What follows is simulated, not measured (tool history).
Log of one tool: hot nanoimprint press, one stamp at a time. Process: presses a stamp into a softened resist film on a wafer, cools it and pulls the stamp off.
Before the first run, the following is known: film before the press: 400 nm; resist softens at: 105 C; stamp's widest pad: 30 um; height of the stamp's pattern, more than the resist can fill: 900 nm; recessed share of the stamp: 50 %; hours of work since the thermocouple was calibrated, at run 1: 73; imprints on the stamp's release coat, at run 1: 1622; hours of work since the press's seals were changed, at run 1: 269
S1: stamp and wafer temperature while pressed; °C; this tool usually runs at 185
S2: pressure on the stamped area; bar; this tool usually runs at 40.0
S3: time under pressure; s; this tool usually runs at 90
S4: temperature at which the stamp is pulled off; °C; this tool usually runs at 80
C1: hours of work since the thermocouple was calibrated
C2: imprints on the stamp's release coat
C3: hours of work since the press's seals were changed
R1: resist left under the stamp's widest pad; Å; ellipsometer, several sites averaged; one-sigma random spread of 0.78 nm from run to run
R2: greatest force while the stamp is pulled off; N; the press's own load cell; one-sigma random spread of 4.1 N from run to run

run	day	S1	S2	S3	S4	C1	C2	C3	R1	R2
1	0.000	185	40.0	90	80	73	1622	269	1600	272
2	0.508	185	40.0	90	80	79	1657	275	1605	264
3	1.017	185	48.5	90	80	84	1693	280	1459	262
4	1.629	185	48.5	90	80	91	1735	287	1449	264
5	2.212	185	53.9	90	80	97	1776	293	1376	268
6	2.808	185	53.9	90	80	103	1818	299	1369	272
# day 3.488: stamp cleaned and given a new release coat
7	3.529	185	40.0	90	80	108	3	304	1595	187
8	3.983	185	36.5	90	80	113	35	309	1671	194
9	4.521	185	36.5	90	80	119	72	315	1664	200
10	5.104	185	28.2	90	80	125	113	321	1887	207
11	5.829	185	28.2	90	80	133	164	329	1890	198
12	6.483	185	40.0	90	80	140	209	336	1577	199
13	6.946	185	40.0	90	80	145	241	340	1587	205
14	7.488	185	40.0	90	80	150	279	346	1585	208
15	7.829	185	40.0	90	80	154	303	350	1589	206
16	8.162	185	40.0	116	80	157	326	353	1435	202
17	8.821	181	41.3	90	77	164	372	360	1827	217
18	9.121	192	51.9	147	80	168	393	364	865	203
# day 9.317: plate thermocouple calibrated
19	9.783	185	40.0	51	80	5	430	369	1909	205
20	10.079	185	26.5	132	80	8	451	372	1628	209
21	10.554	185	26.5	48	80	13	484	377	2336	210
# day 10.754: plate thermocouple calibrated, once more
22	11.146	178	26.0	55	80	4	517	382	2872	208

Forecast run 23:
23	11.654	178	26.0	55	80	10	552	388	?	?

For run 23 the tool returned R1 2864 Å, R2 212 N.
On a tool with no hidden condition, and with the same random variation, this run would have come out at R1 2850 Å, R2 191 N.
